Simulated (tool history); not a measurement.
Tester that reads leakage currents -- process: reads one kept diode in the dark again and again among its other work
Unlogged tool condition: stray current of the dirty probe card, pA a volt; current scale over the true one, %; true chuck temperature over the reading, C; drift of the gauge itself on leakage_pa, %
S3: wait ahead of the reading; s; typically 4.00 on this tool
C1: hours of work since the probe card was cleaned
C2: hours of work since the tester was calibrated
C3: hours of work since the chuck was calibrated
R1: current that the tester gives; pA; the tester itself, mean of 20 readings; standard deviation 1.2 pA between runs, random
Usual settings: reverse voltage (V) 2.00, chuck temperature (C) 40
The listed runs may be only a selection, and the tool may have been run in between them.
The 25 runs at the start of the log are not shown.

{"run": 26, "hour": 2382.3, "reverse voltage (V)": 2.08, "chuck temperature (C)": 40, "S3": 2.02, "C1": 2712, "C2": 1688, "C3": 1768, "R1": 398.43}
{"run": 27, "hour": 2525.1, "reverse voltage (V)": 3.59, "chuck temperature (C)": 44, "S3": 0.72, "C1": 2774, "C2": 1751, "C3": 1830, "R1": 746.1}
{"run": 28, "hour": 2610.3, "reverse voltage (V)": 1.5, "chuck temperature (C)": 48, "S3": 8.32, "C1": 2812, "C2": 1788, "C3": 1867, "R1": 609.26}
{"run": 29, "hour": 2703.1, "reverse voltage (V)": 2.0, "chuck temperature (C)": 52, "S3": 4.0, "C1": 2852, "C2": 1829, "C3": 1908, "R1": 962.89}
{"run": 30, "hour": 2786.8, "reverse voltage (V)": 2.0, "chuck temperature (C)": 47, "S3": 4.0, "C1": 2889, "C2": 1866, "C3": 1945, "R1": 663.87}
{"run": 31, "hour": 2927.6, "reverse voltage (V)": 2.0, "chuck temperature (C)": 47, "S3": 4.0, "C1": 2950, "C2": 1927, "C3": 2006, "R1": 663.18}
{"run": 32, "hour": 2993.9, "reverse voltage (V)": 14.5, "chuck temperature (C)": 45, "S3": 3.48, "C1": 2980, "C2": 1956, "C3": 2035, "R1": 1806.19}
{"run": 33, "hour": 3113.0, "reverse voltage (V)": 4.52, "chuck temperature (C)": 40, "S3": 4.21, "C1": 3032, "C2": 2008, "C3": 2088, "R1": 623.29}
{"run": 34, "hour": 3205.7, "reverse voltage (V)": 1.03, "chuck temperature (C)": 35, "S3": 4.0, "C1": 3072, "C2": 2049, "C3": 2128, "R1": 176.33}
{"run": 35, "hour": 3276.4, "reverse voltage (V)": 2.31, "chuck temperature (C)": 50, "S3": 0.7, "C1": 3103, "C2": 2080, "C3": 2159, "R1": 902.66}

What if the next run were any one of these 5? Each begins from the tool's condition after run 35:
{"run": "A", "hour": 3412.4, "reverse voltage (V)": 5.82, "chuck temperature (C)": 30, "S3": 1.62, "C1": 3163, "C2": 2140, "C3": 2219, "R1": "?"}
{"run": "B", "hour": 3412.4, "reverse voltage (V)": 9.07, "chuck temperature (C)": 40, "S3": 0.7, "C1": 3163, "C2": 2140, "C3": 2219, "R1": "?"}
{"run": "C", "hour": 3412.4, "reverse voltage (V)": 1.08, "chuck temperature (C)": 38, "S3": 0.7, "C1": 3163, "C2": 2140, "C3": 2219, "R1": "?"}
{"run": "D", "hour": 3412.4, "reverse voltage (V)": 3.48, "chuck temperature (C)": 49, "S3": 0.3, "C1": 3163, "C2": 2140, "C3": 2219, "R1": "?"}
{"run": "E", "hour": 3412.4, "reverse voltage (V)": 17.44, "chuck temperature (C)": 50, "S3": 0.7, "C1": 3163, "C2": 2140, "C3": 2219, "R1": "?"}

run=A R1=324.58
run=B R1=933.73
run=C R1=230.75
run=D R1=1060.17
run=E R1=2929.22
With the hidden condition removed and each run's random variation left untouched, the same runs would have given:
run=A R1=334.07
run=B R1=975.76
run=C R1=244.08
run=D R1=1120.75
run=E R1=3076.98
